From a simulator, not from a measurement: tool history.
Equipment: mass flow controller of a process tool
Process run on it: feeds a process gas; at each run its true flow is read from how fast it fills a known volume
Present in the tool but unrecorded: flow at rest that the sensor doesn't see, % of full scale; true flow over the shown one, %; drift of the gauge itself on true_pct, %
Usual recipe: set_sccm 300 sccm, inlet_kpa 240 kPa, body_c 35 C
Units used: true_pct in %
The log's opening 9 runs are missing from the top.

run    hour  set_sccm  inlet_kpa  body_c  hours of work since the controller was set to zero  hours of work since the controller was changed  true_pct
 10  1234.3       300        215      35                                                3905                                            3905     99.96
 11  1404.1       300        215      21                                                4017                                            4017     98.89
 12  1516.7       300        215      21                                                4092                                            4092     98.85
 13  1636.7        81        240      35                                                4172                                            4172    101.34
     1646.1  -- controller's zero set anew
 14    1763        81        240      35                                                  78                                            4255    102.12
 15  1911.2        81        240      35                                                 176                                            4354    102.13
 16  2013.8        81        240      35                                                 244                                            4422    102.18
     2075.2  -- controller's zero set anew, once more
 17    2170        81        240      35                                                  63                                            4525     97.26
 18  2277.8        81        240      35                                                 135                                            4597     97.44
 19  2401.1       300        145      35                                                 216                                            4679     99.21
 20  2493.5       300        145      35                                                 278                                            4740     99.08
 21  2567.5       300        145      35                                                 327                                            4789     99.05
 22  2648.5       300        240      36                                                 381                                            4843     98.81
 23  2749.4       300        240      36                                                 448                                            4910     98.92
 24    2869       300        240      36                                                 527                                            4989     98.89

What will run 25 give?
 25  3012.8       357        155      35                                                 623                                            5085         ?

true_pct: 99.3 %
On a tool with no hidden condition, and with the same random variation, this run would have come out at true_pct 99.84 %.
